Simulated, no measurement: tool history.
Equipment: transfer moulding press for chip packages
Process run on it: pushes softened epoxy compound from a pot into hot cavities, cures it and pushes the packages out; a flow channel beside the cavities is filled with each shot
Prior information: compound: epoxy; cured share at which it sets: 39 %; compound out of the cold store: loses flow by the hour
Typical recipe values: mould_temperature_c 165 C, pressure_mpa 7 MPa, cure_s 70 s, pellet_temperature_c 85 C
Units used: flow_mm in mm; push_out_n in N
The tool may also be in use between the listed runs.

| run | day | mould_temperature_c | pressure_mpa | cure_s | pellet_temperature_c | incoming compound's hours out of the cold store | flow_mm | push_out_n |
|---|---|---|---|---|---|---|---|---|
| 1 | 0 | 165 | 7 | 70 | 85 | 44.5 | 532 | 882 |
| 2 | 1.483 | 165 | 7 | 70 | 85 | 43.9 | 525 | 948 |
|  | 2.025 | cavities cleaned with cleaning compound and waxed |
| 3 | 2.283 | 165 | 7 | 70 | 85 | 34.7 | 550 | 691 |
| 4 | 3.217 | 165 | 7 | 70 | 85 | 25.4 | 576 | 854 |
| 5 | 4.1 | 165 | 7 | 70 | 85 | 39 | 531 | 863 |
| 6 | 4.746 | 165 | 8.44 | 70 | 85 | 19.7 | 655 | 995 |
| 7 | 5.592 | 165 | 8.44 | 70 | 85 | 16 | 658 | 1043 |
|  | 6.338 | cavities cleaned with cleaning compound and waxed |
| 8 | 6.983 | 165 | 7 | 70 | 85 | 14.5 | 597 | 840 |
| 9 | 8.154 | 165 | 7 | 62 | 85 | 38.5 | 530 | 1180 |
| 10 | 9.154 | 165 | 7 | 96 | 85 | 8.6 | 620 | 661 |
|  | 9.912 | plunger's sealing rings changed |
|  | 10.162 | mould's thermocouples calibrated |
| 11 | 10.162 | 165 | 7 | 96 | 85 | 30.9 | 609 | 692 |
|  | 10.8 | cavities cleaned with cleaning compound and waxed |
| 12 | 11.683 | 165 | 7 | 96 | 85 | 41.3 | 573 | 534 |
| 13 | 13.125 | 165 | 7 | 96 | 85 | 10.5 | 652 | 659 |
| 14 | 14.7 | 165 | 7 | 70 | 75 | 31.1 | 586 | 1044 |
|  | 15.096 | cavities cleaned with cleaning compound and waxed |
| 15 | 15.412 | 159 | 6.64 | 100 | 86 | 28.4 | 593 | 593 |
| 16 | 16.688 | 161 | 7 | 79 | 90 | 44.4 | 544 | 876 |
| 17 | 17.358 | 161 | 7 | 79 | 90 | 41.2 | 556 | 955 |
| 18 | 18.017 | 171 | 7 | 63 | 94 | 34.5 | 562 | 795 |
|  | 19.371 | cavities cleaned with cleaning compound and waxed |
| 19 | 19.483 | 171 | 5.54 | 95 | 91 | 46.8 | 467 | 446 |
| 20 | 20.479 | 171 | 5.54 | 95 | 91 | 30.9 | 499 | 564 |
| 21 | 21.167 | 171 | 5.54 | 95 | 91 | 20.8 | 527 | 590 |
| 22 | 22.042 | 171 | 5.54 | 95 | 91 | 38.8 | 474 | 626 |
| 23 | 23.117 | 171 | 5.54 | 95 | 91 | 47.3 | 456 | 669 |
|  | 23.629 | cavities cleaned with cleaning compound and waxed |
| 24 | 23.85 | 171 | 5.54 | 95 | 91 | 36.3 | 478 | 464 |
| 25 | 25.275 | 163 | 8 | 108 | 91 | 47.3 | 559 | 601 |
| 26 | 25.925 | 163 | 8 | 108 | 91 | 40.9 | 575 | 617 |
| 27 | 26.9 | 165 | 5.94 | 70 | 83 | 8.6 | 576 | 1128 |
|  | 27.917 | cavities cleaned with cleaning compound and waxed |
| 28 | 28.058 | 165 | 5.94 | 70 | 83 | 13.8 | 572 | 790 |

Below are 3 alternative next runs, each starting from the tool's condition after run 28. Predict each:
| A | 29.608 | 165 | 7 | 70 | 86 | 41.6 | ? | ? |
| B | 29.608 | 168 | 7 | 54 | 88 | 31.7 | ? | ? |
| C | 29.608 | 165 | 5.94 | 81 | 79 | 11.3 | ? | ? |

| run | flow_mm | push_out_n |
|---|---|---|
| A | 516 | 883 |
| B | 543 | 1262 |
| C | 566 | 753 |
With no hidden state in the tool, these same runs would have given:
| run | flow_mm | push_out_n |
|---|---|---|
| A | 558 | 674 |
| B | 587 | 966 |
| C | 611 | 575 |
